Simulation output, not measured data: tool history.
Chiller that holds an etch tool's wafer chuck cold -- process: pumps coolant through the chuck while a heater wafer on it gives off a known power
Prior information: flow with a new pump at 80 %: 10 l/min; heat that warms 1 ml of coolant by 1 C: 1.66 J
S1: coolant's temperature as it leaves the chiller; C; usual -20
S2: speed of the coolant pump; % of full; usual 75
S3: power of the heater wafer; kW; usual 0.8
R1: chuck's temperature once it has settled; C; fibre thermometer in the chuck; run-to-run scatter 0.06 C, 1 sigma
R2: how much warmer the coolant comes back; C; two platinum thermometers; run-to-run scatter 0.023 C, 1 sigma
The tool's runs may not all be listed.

| run | hour | S1 | S2 | S3 | R1 | R2 |
|---|---|---|---|---|---|---|
| 1 | 0 | -20 | 75 | 0.8 | -11.44 | 3.2 |
| 2 | 83.3 | -20 | 75 | 0.8 | -11.46 | 3.22 |
| 3 | 173.5 | -20 | 75 | 0.8 | -11.47 | 3.23 |
| 4 | 216.3 | -20 | 75 | 0.8 | -11.47 | 3.2 |
| 5 | 305.9 | -20 | 75 | 0.8 | -11.37 | 3.22 |
| 6 | 355.2 | -20 | 75 | 0.8 | -11.41 | 3.21 |
|  | 372.1 | chiller's thermometer calibrated |
| 7 | 395 | -24 | 75 | 0.8 | -15.19 | 3.21 |
| 8 | 474.4 | -20 | 95 | 0.8 | -12.35 | 2.51 |
| 9 | 548.5 | -20 | 75 | 0.503 | -14.5 | 2.02 |
| 10 | 630.1 | -20 | 75 | 0.763 | -11.51 | 3.08 |
| 11 | 679.1 | -20 | 75 | 0.763 | -11.61 | 3.09 |
| 12 | 737 | -20 | 75 | 0.763 | -11.4 | 3.1 |
| 13 | 787.7 | -20 | 75 | 0.763 | -11.56 | 3.1 |
| 14 | 828.6 | -20 | 75 | 0.8 | -11.18 | 3.24 |
| 15 | 872.4 | -20 | 75 | 0.8 | -11.05 | 3.24 |
| 16 | 908.8 | -20 | 75 | 0.8 | -11.12 | 3.29 |
| 17 | 970.4 | -20 | 75 | 0.8 | -11.1 | 3.26 |
| 18 | 1055 | -20 | 75 | 0.8 | -11.07 | 3.26 |
| 19 | 1125.8 | -20 | 75 | 0.8 | -11.1 | 3.25 |
| 20 | 1193.9 | -14 | 63 | 0.562 | -7.07 | 2.78 |
| 21 | 1252.8 | -14 | 63 | 0.562 | -6.89 | 2.8 |
| 22 | 1341.3 | -25 | 75 | 0.8 | -16.1 | 3.23 |
| 23 | 1413.1 | -25 | 75 | 0.8 | -15.91 | 3.25 |
| 24 | 1485.6 | -20 | 75 | 0.868 | -10.22 | 3.53 |
|  | 1539 | coolant changed, channels flushed |
| 25 | 1566.4 | -14 | 74 | 0.839 | -5.12 | 3.48 |
| 26 | 1603.8 | -20 | 69 | 0.401 | -15.62 | 1.82 |
| 27 | 1674.6 | -20 | 83 | 0.636 | -13.71 | 2.34 |
| 28 | 1720.3 | -14 | 82 | 0.636 | -7.66 | 2.37 |
| 29 | 1776.7 | -14 | 82 | 0.636 | -7.7 | 2.31 |
| 30 | 1862.4 | -29 | 72 | 0.675 | -21.72 | 2.86 |
| 31 | 1915.2 | -13 | 96 | 0.472 | -8.79 | 1.47 |

3 options for the next run, each taken on its own from the tool as it stands now. Forecast them:
| A | 1963.1 | -13 | 96 | 0.705 | ? | ? |
| B | 1963.1 | -25 | 96 | 0.472 | ? | ? |
| C | 1963.1 | -13 | 92 | 0.517 | ? | ? |

| run | R1 | R2 |
|---|---|---|
| A | -6.7 | 2.19 |
| B | -20.72 | 1.47 |
| C | -8.2 | 1.66 |
Without the tool's hidden state the same runs would have given:
| run | R1 | R2 |
|---|---|---|
| A | -6.85 | 2.06 |
| B | -20.78 | 1.39 |
| C | -8.29 | 1.56 |
